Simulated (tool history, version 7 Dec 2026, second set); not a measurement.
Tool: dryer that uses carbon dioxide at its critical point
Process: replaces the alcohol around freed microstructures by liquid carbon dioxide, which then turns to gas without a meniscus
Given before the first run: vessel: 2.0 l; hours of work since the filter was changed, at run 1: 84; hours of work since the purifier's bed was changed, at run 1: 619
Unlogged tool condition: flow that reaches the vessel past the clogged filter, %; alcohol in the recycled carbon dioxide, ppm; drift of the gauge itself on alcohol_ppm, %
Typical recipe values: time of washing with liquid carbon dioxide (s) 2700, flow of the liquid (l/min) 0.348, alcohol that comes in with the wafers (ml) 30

run	hour	time of washing with liquid carbon dioxide (s)	flow of the liquid (l/min)	alcohol that comes in with the wafers (ml)	hours of work since the filter was changed	hours of work since the purifier's bed was changed	alcohol left in the vessel before it's heated (ppm by volume)
1	0	2700	0.348	30	84	619	98
2	17.8	2700	0.348	30	97	632	99
3	40.1	2700	0.216	30	113	648	550
4	61.9	2700	0.216	30	129	664	536
5	76.8	2700	0.216	30	140	675	546
6	95.4	2700	0.216	30	153	688	541
7	119.7	2700	0.216	30	171	706	559
8	138.9	2700	0.216	30	185	720	568
9	160.8	2700	0.216	30	200	735	589
10	177.1	2700	0.348	30	212	747	118
11	198	3540	0.348	30	227	762	67
12	222.2	3540	0.348	30	245	780	69
13	239.7	2700	0.348	30	257	792	120
# hour 248.7: inlet filter changed
14	261.5	2700	0.348	30	9	807	107
15	276	2700	0.348	30	20	818	101
16	299.6	2160	0.348	21	37	835	152
17	318.7	3180	0.409	30	51	849	66
18	329.6	2700	0.495	30	58	857	61
19	343.7	2700	0.495	30	69	867	71
20	355.7	2700	0.348	39	77	876	123
21	376.8	1980	0.533	80	93	891	118
22	400.5	1980	0.572	38	110	908	79
23	416.3	1680	0.313	94	121	919	2036
24	433.8	3120	0.422	94	134	932	80
25	455.9	2940	0.348	31	150	948	91
26	467.9	2940	0.348	31	158	957	101

4 options for the next run, each taken on its own from the tool as it stands now. Forecast them:
A	486.7	3360	0.26	31	172	970	?
B	486.7	2160	0.401	30	172	970	?
C	486.7	1740	0.348	31	172	970	?
D	486.7	2160	0.348	31	172	970	?

run	alcohol left in the vessel before it's heated (ppm by volume)
A	156
B	153
C	480
D	245
Take away the tool's hidden state, keep each run's random variation, and the runs would have read:
run	alcohol left in the vessel before it's heated (ppm by volume)
A	78
B	75
C	361
D	156

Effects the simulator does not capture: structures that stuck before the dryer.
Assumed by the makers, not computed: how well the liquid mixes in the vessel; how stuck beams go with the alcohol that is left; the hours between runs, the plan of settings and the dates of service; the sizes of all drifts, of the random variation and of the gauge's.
